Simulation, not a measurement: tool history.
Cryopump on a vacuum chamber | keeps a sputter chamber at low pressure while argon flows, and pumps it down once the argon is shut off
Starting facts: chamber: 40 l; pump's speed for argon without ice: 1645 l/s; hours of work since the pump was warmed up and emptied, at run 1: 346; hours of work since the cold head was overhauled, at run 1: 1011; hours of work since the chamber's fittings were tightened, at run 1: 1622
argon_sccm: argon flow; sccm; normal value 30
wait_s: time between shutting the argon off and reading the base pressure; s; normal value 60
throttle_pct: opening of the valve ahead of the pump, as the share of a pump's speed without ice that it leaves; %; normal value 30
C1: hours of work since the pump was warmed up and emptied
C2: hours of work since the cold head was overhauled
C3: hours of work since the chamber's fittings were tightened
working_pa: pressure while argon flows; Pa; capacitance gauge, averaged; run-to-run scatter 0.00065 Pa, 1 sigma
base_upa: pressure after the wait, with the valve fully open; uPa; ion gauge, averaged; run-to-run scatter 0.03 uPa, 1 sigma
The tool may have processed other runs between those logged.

Run 1, hour 0.0: usual settings; C1 346; C2 1011; C3 1622. Result: working_pa 0.1071 Pa, base_upa 3.03 uPa.
Run 2, hour 29.1: usual settings; C1 358; C2 1023; C3 1634. Result: working_pa 0.1065 Pa, base_upa 2.99 uPa.
Run 3, hour 57.5: usual settings; C1 370; C2 1035; C3 1646. Result: working_pa 0.1070 Pa, base_upa 3.02 uPa.
Run 4, hour 108.1: usual settings; C1 392; C2 1056; C3 1667. Result: working_pa 0.1078 Pa, base_upa 3.09 uPa.
Run 5, hour 132.9: usual settings; C1 402; C2 1067; C3 1678. Result: working_pa 0.1074 Pa, base_upa 3.16 uPa.
Run 6, hour 157.5: usual settings; C1 412; C2 1077; C3 1688. Result: working_pa 0.1085 Pa, base_upa 3.14 uPa.
Run 7, hour 199.7: usual settings; C1 430; C2 1095; C3 1706. Result: working_pa 0.1095 Pa, base_upa 3.19 uPa.
Run 8, hour 253.2: usual settings but throttle_pct 24 %; C1 452; C2 1117; C3 1728. Result: working_pa 0.1359 Pa, base_upa 3.13 uPa.
Run 9, hour 290.2: usual settings but wait_s 21 s, throttle_pct 24 %; C1 468; C2 1133; C3 1744. Result: working_pa 0.1349 Pa, base_upa 5.73 uPa.
Run 10, hour 326.2: usual settings but wait_s 21 s, throttle_pct 24 %; C1 483; C2 1148; C3 1759. Result: working_pa 0.1354 Pa, base_upa 5.73 uPa.
Run 11, hour 366.1: usual settings; C1 500; C2 1164; C3 1776. Result: working_pa 0.1101 Pa, base_upa 3.32 uPa.
Run 12, hour 426.3: usual settings; C1 525; C2 1190; C3 1801. Result: working_pa 0.1109 Pa, base_upa 3.33 uPa.
Run 13, hour 466.5: usual settings but argon_sccm 48 sccm; C1 542; C2 1207; C3 1818. Result: working_pa 0.1771 Pa, base_upa 3.29 uPa.
Run 14, hour 499.7: usual settings but throttle_pct 31 %; C1 556; C2 1221; C3 1832. Result: working_pa 0.1062 Pa, base_upa 3.41 uPa.
Run 15, hour 530.7: usual settings but throttle_pct 31 %; C1 569; C2 1234; C3 1845. Result: working_pa 0.1077 Pa, base_upa 3.37 uPa.
Run 16, hour 580.9: usual settings but wait_s 22 s, throttle_pct 48 %; C1 590; C2 1255; C3 1866. Result: working_pa 0.0728 Pa, base_upa 5.73 uPa.
Run 17, hour 634.8: usual settings but argon_sccm 16 sccm, wait_s 80 s, throttle_pct 33 %; C1 613; C2 1277; C3 1889. Result: working_pa 0.0540 Pa, base_upa 3.14 uPa.
At hour 660.0: pump warmed up, emptied and cooled again.
Run 18, hour 681.4: usual settings but argon_sccm 16 sccm, throttle_pct 45 %; C1 9; C2 1295; C3 1906. Result: working_pa 0.0366 Pa, base_upa 3.00 uPa.
Run 19, hour 709.0: usual settings but argon_sccm 13 sccm, wait_s 43 s, throttle_pct 19 %; C1 21; C2 1306; C3 1918. Result: working_pa 0.0695 Pa, base_upa 3.59 uPa.
Run 20, hour 746.0: usual settings but argon_sccm 13 sccm, wait_s 43 s, throttle_pct 19 %; C1 36; C2 1322; C3 1933. Result: working_pa 0.0710 Pa, base_upa 3.67 uPa.
Run 21, hour 796.7: usual settings but argon_sccm 19 sccm, wait_s 43 s; C1 57; C2 1343; C3 1954. Result: working_pa 0.0655 Pa, base_upa 3.64 uPa.
Run 22, hour 848.6: usual settings but argon_sccm 19 sccm, wait_s 43 s; C1 79; C2 1365; C3 1976. Result: working_pa 0.0666 Pa, base_upa 3.77 uPa.
Run 23, hour 901.7: usual settings but argon_sccm 15 sccm, wait_s 44 s, throttle_pct 37 %; C1 101; C2 1387; C3 1999. Result: working_pa 0.0423 Pa, base_upa 3.84 uPa.
Run 24, hour 934.4: usual settings but argon_sccm 13 sccm, wait_s 62 s, throttle_pct 19 %; C1 115; C2 1401; C3 2012. Result: working_pa 0.0709 Pa, base_upa 3.22 uPa.
Run 25, hour 993.1: usual settings but argon_sccm 14 sccm, wait_s 24 s, throttle_pct 19 %; C1 140; C2 1426; C3 2037. Result: working_pa 0.0757 Pa, base_upa 5.20 uPa.
Run 26, hour 1048.7: usual settings but argon_sccm 14 sccm, wait_s 24 s, throttle_pct 19 %; C1 163; C2 1449; C3 2060. Result: working_pa 0.0766 Pa, base_upa 5.25 uPa.
Run 27, hour 1083.7: usual settings but argon_sccm 33 sccm, throttle_pct 41 %; C1 178; C2 1464; C3 2075. Result: working_pa 0.0862 Pa, base_upa 3.27 uPa.
Run 28, hour 1123.5: usual settings but argon_sccm 54 sccm, wait_s 89 s; C1 195; C2 1480; C3 2092. Result: working_pa 0.1880 Pa, base_upa 2.94 uPa.
Run 29, hour 1170.6: usual settings but argon_sccm 54 sccm, wait_s 89 s; C1 214; C2 1500; C3 2111. Result: working_pa 0.1906 Pa, base_upa 2.99 uPa.

Some steps in working_pa between neighbouring runs. How much of each would the tool show without its hidden state too (settings, what came in, random variation), and how much is left for the hidden state, with any gauge scatter that isn't in both results?
What the log doesn't record here: pump's speed, % of a pump's without ice; cold plate's temperature, K; leak into the chamber, uPa l/s; drift of the gauge itself on working_pa, %; drift of the gauge itself on base_upa, %.
Run 12 -> 13: argon_sccm 30 -> 48. working_pa +0.0662 Pa: hidden state +0.0047, all else +0.0615.
Run 13 -> 14: argon_sccm 48 -> 30, throttle_pct 30 -> 31. working_pa -0.0709 Pa: hidden state -0.0043, all else -0.0666.
Run 17 -> 18: wait_s 80 -> 60, throttle_pct 33 -> 45, pump warmed up, emptied and cooled again. working_pa -0.0174 Pa: hidden state -0.0045, all else -0.0129.
Run 27 -> 28: argon_sccm 33 -> 54, wait_s 60 -> 89, throttle_pct 41 -> 30. working_pa +0.1018 Pa: hidden state +0.0020, all else +0.0998.
